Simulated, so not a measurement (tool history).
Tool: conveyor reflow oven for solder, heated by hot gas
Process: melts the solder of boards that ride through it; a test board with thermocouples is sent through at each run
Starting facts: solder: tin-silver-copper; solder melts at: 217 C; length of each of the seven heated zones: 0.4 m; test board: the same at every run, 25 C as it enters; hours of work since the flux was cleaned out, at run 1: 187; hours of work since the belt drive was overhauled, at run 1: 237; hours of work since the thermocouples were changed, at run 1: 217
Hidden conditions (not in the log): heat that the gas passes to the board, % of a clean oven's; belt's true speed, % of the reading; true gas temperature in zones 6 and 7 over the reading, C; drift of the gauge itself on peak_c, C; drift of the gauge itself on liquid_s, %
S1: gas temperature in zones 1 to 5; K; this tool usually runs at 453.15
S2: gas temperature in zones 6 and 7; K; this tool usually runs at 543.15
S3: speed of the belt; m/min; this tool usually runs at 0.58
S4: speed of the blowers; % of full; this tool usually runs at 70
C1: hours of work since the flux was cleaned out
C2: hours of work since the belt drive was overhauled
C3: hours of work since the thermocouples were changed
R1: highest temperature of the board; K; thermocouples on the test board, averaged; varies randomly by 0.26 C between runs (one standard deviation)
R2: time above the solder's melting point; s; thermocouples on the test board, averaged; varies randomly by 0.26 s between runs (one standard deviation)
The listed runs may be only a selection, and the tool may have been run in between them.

| run | day | S1 | S2 | S3 | S4 | C1 | C2 | C3 | R1 | R2 |
|---|---|---|---|---|---|---|---|---|---|---|
| 1 | 0 | 453.15 | 543.15 | 0.58 | 70 | 187 | 237 | 217 | 527.65 | 65.4 |
| 2 | 0.396 | 449.15 | 543.15 | 0.58 | 70 | 193 | 243 | 222 | 526.35 | 62.9 |
| 3 | 0.804 | 449.15 | 543.15 | 0.58 | 70 | 199 | 249 | 228 | 526.25 | 63.2 |
| 4 | 1.25 | 453.15 | 543.15 | 0.592 | 70 | 205 | 256 | 235 | 526.65 | 63 |
| 5 | 1.492 | 439.15 | 543.15 | 0.58 | 70 | 209 | 259 | 238 | 524.65 | 57.8 |
| 6 | 1.938 | 439.15 | 543.15 | 0.58 | 70 | 215 | 266 | 245 | 524.75 | 57.8 |
| 7 | 2.329 | 453.15 | 532.15 | 0.58 | 70 | 221 | 271 | 251 | 517.65 | 57.8 |
| 8 | 2.567 | 453.15 | 532.15 | 0.58 | 70 | 224 | 275 | 254 | 517.75 | 57.4 |
| 9 | 2.829 | 454.15 | 545.15 | 0.68 | 77 | 228 | 279 | 258 | 525.75 | 53.9 |
| 10 | 3.183 | 453.15 | 543.15 | 0.634 | 71 | 233 | 284 | 263 | 524.05 | 57.1 |
| 11 | 3.421 | 453.15 | 544.15 | 0.56 | 82 | 237 | 287 | 267 | 531.45 | 71.9 |
| 12 | 3.838 | 456.15 | 557.15 | 0.56 | 82 | 243 | 293 | 273 | 543.45 | 79.1 |

Estimate the outcome of run 13 from the log above:
| 13 | 4.204 | 453.15 | 536.15 | 0.58 | 55 | 248 | 299 | 278 | ? | ? |

{"run 13": {"R1": 516.75, "R2": 54.2}}
On a tool with no hidden condition, and with the same random variation, this run would have come out at R1 518.25 K, R2 56.3 s.

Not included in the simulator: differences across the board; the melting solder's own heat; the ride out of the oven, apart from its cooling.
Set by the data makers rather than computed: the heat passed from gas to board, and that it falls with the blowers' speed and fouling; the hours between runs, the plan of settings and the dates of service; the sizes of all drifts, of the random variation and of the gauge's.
